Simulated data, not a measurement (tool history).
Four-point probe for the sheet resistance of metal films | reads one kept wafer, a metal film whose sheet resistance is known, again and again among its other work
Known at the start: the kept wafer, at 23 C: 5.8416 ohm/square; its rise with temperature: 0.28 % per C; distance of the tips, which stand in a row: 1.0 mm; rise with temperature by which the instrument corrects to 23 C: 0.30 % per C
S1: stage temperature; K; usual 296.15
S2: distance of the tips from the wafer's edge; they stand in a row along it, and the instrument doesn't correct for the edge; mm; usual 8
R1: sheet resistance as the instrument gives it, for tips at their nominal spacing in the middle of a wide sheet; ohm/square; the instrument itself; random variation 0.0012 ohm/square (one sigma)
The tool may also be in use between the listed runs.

run   hour      S1  S2        R1
  1    0.0  296.15   8  5.893359
  2   24.6  296.15  27  5.848262
  3   37.7  296.15  27  5.845697
  4   57.7  296.15   8  5.892575
  5   68.5  296.15   8  5.893784
  6   82.8  296.15   8  5.896527
  7   94.8  296.15   8  5.895028
  8  117.1  296.15   8  5.897582
  9  127.9  296.15   8  5.894614
 10  145.5  296.15  57  5.847720
 11  157.5  296.15   8  5.898244
 12  177.0  296.15   8  5.895650
 13  192.3  296.15   6  5.933957
 14  207.6  296.15   6  5.936823
 15  227.6  296.15  41  5.851634
 16  250.3  296.15  12  5.872843
 17  270.1  296.15  12  5.872716
     272.0  -- stage's thermometer calibrated
 18  289.9  296.15  12  5.873170
 19  305.2  304.15   4  6.027553
 20  318.7  299.15  23  5.851944
     321.3  -- stage's thermometer calibrated, once more
 21  344.3  300.15   6  5.933599
 22  354.8  306.15   4  6.031524
 23  366.9  304.15  16  5.857413
 24  383.9  296.15   4  6.047114
 25  398.0  296.15   4  6.048173
 26  408.9  296.15   4  6.048447
 27  419.9  294.15   4  6.050395
 28  441.8  296.15  13  5.875258
 29  464.0  294.15  56  5.864201

Forecast each of these 5 alternatives for the next run:
  A  486.1  307.15   4   ?
  B  486.1  299.15   4   ?
  C  486.1  296.15  62   ?
  D  486.1  297.15   4   ?
  E  486.1  294.15  41   ?

run        R1
  A  6.033673
  B  6.047226
  C  5.860137
  D  6.050792
  E  5.862569
Without the tool's hidden state the same runs would have given:
run        R1
  A  6.014853
  B  6.028396
  C  5.841851
  D  6.031959
  E  5.844284

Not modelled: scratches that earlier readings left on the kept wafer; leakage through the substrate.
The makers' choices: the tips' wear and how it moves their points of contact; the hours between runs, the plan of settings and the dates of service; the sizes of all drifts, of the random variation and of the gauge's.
